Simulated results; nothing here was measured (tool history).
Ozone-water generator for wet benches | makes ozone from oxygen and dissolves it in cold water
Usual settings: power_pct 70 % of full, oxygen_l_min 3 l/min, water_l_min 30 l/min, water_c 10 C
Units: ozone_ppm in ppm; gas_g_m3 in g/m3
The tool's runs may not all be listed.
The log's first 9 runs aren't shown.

run	hour	power_pct	oxygen_l_min	water_l_min	water_c	hours of work since the electrodes were changed	hours of work since the contactor was cleaned	hours of work since the thermometer was calibrated	ozone_ppm	gas_g_m3
10	641.2	70	3	30	10	3847	6120	4870	9.6	179.7
# hour 670.7: water thermometer calibrated
11	735.2	77	3	30	10	3924	6198	54	10.1	190.6
12	802.4	77	3	30	10	3980	6254	109	10.2	188.8
13	846.2	60	3	30	10	4017	6290	146	9	166.9
14	908.8	60	3	30	10	4069	6342	198	9	163.5
15	960.7	60	3	30	10	4112	6385	241	9	165.2
16	1035	60	3	30	10	4173	6447	303	9	165.5
17	1135.2	70	3	29	13	4257	6530	386	9.9	180.8
18	1196.9	96	2.58	30	12	4308	6582	437	10.7	227.7
19	1291.8	96	2.58	30	12	4387	6660	516	10.5	225.5
20	1346	67	2.64	29	7	4432	6705	561	9.5	185.6
21	1410.2	67	2.64	29	7	4485	6759	615	9.4	183.6
22	1498.8	67	2.64	29	7	4559	6832	688	9.5	183.9
23	1590.3	85	2.57	43	7	4635	6909	764	6.6	209.9
24	1678.8	85	1.79	44	15	4708	6982	838	5.2	251
25	1734.7	85	1.79	44	15	4755	7029	884	5.6	250
26	1784.9	85	1.79	44	15	4797	7070	926	5.2	249.6
27	1864.7	70	3	30	10	4863	7137	992	9.3	173.8
28	1934.3	48	3.66	38	12	4921	7194	1050	6.3	129.5
29	1979.3	70	2.16	30	10	4958	7232	1087	8.5	205.8
30	2044.6	70	2.16	30	10	5012	7286	1142	8.3	205
31	2091.4	70	3.31	29	5	5051	7325	1181	10.5	167.4
32	2162.6	47	1.56	30	10	5110	7384	1240	6.1	198.2

3 ways to go on from here, each from the tool as it stands after run 32. What would each give?
A	2209.7	64	3	43	11	5150	7423	1279	?	?
B	2209.7	70	3	30	9	5150	7423	1279	?	?
C	2209.7	70	3	30	9	5150	7423	1279	?	?

run	ozone_ppm	gas_g_m3
A	5.8	164.9
B	9.2	174.2
C	9.5	174.7
Without the tool's hidden state the same runs would have given:
run	ozone_ppm	gas_g_m3
A	7	190
B	11.1	202.1
C	11.4	202.7
